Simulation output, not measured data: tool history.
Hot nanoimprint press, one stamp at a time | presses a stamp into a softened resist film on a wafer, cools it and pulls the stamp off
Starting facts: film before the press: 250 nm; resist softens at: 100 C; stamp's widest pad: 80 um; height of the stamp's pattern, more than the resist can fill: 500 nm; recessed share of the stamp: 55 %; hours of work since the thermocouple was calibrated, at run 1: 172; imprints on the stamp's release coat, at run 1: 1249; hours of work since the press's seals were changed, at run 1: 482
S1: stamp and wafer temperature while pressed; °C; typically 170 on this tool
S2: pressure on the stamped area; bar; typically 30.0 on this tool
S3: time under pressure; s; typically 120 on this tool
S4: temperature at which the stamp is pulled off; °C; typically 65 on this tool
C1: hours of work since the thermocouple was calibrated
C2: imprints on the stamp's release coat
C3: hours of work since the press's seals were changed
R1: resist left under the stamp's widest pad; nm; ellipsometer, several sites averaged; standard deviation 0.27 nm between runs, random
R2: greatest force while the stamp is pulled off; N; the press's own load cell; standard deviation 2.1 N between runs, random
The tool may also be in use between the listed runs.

Run 1, hour 0.0: usual settings; C1 172; C2 1249; C3 482. Result: R1 95.4 nm, R2 134 N.
At hour 35.7: stamp cleaned and given a new release coat.
Run 2, hour 39.5: usual settings; C1 196; C2 14; C3 505. Result: R1 95.6 nm, R2 94 N.
Run 3, hour 60.6: usual settings but S4 59 °C; C1 210; C2 93; C3 520. Result: R1 95.4 nm, R2 102 N.
Run 4, hour 100.7: usual settings but S4 59 °C; C1 238; C2 243; C3 548. Result: R1 96.0 nm, R2 111 N.
Run 5, hour 128.7: usual settings but S3 63 s, S4 59 °C; C1 258; C2 347; C3 568. Result: R1 121.7 nm, R2 109 N.
Run 6, hour 171.0: usual settings but S3 63 s, S4 59 °C; C1 287; C2 505; C3 597. Result: R1 122.5 nm, R2 115 N.
Run 7, hour 195.1: usual settings but S1 162 °C; C1 304; C2 595; C3 614. Result: R1 124.2 nm, R2 112 N.
Run 8, hour 232.7: usual settings but S3 169 s; C1 330; C2 736; C3 640. Result: R1 84.8 nm, R2 119 N.
Run 9, hour 271.4: usual settings but S4 72 °C; C1 357; C2 881; C3 667. Result: R1 97.3 nm, R2 113 N.
Run 10, hour 289.8: usual settings but S4 72 °C; C1 370; C2 949; C3 680. Result: R1 97.8 nm, R2 116 N.
Run 11, hour 324.2: usual settings but S4 72 °C; C1 394; C2 1078; C3 704. Result: R1 97.8 nm, R2 118 N.
Run 12, hour 349.7: usual settings; C1 412; C2 1173; C3 722. Result: R1 98.5 nm, R2 133 N.
Run 13, hour 375.3: usual settings; C1 430; C2 1269; C3 740. Result: R1 98.3 nm, R2 131 N.
At hour 407.8: stamp cleaned and given a new release coat.
Run 14, hour 420.7: usual settings but S1 172 °C, S2 24.2 bar, S3 124 s, S4 53 °C; C1 457; C2 48; C3 767. Result: R1 101.9 nm, R2 107 N.
Run 15, hour 462.6: usual settings but S1 172 °C, S2 24.2 bar, S3 124 s, S4 53 °C; C1 487; C2 205; C3 797. Result: R1 102.1 nm, R2 114 N.
At hour 468.2: plate thermocouple calibrated.
Run 16, hour 491.0: usual settings but S1 172 °C, S2 24.2 bar, S3 124 s, S4 53 °C; C1 16; C2 300; C3 814. Result: R1 102.7 nm, R2 115 N.
Run 17, hour 523.7: usual settings but S1 172 °C, S2 24.2 bar, S3 124 s, S4 53 °C; C1 39; C2 422; C3 837. Result: R1 103.8 nm, R2 120 N.

Run 18 is up next; what results do you expect?
At hour 551.1: press's hydraulic seals changed and the load cell set to zero.
Run 18, hour 557.2: usual settings but S2 32.1 bar; C1 57; C2 517; C3 4. Result: R1 ?, R2 ?.

Run 18 produced R1 94.3 nm, R2 104 N.
Without the tool's hidden state the same run would have given R1 89.4 nm, R2 88 N.

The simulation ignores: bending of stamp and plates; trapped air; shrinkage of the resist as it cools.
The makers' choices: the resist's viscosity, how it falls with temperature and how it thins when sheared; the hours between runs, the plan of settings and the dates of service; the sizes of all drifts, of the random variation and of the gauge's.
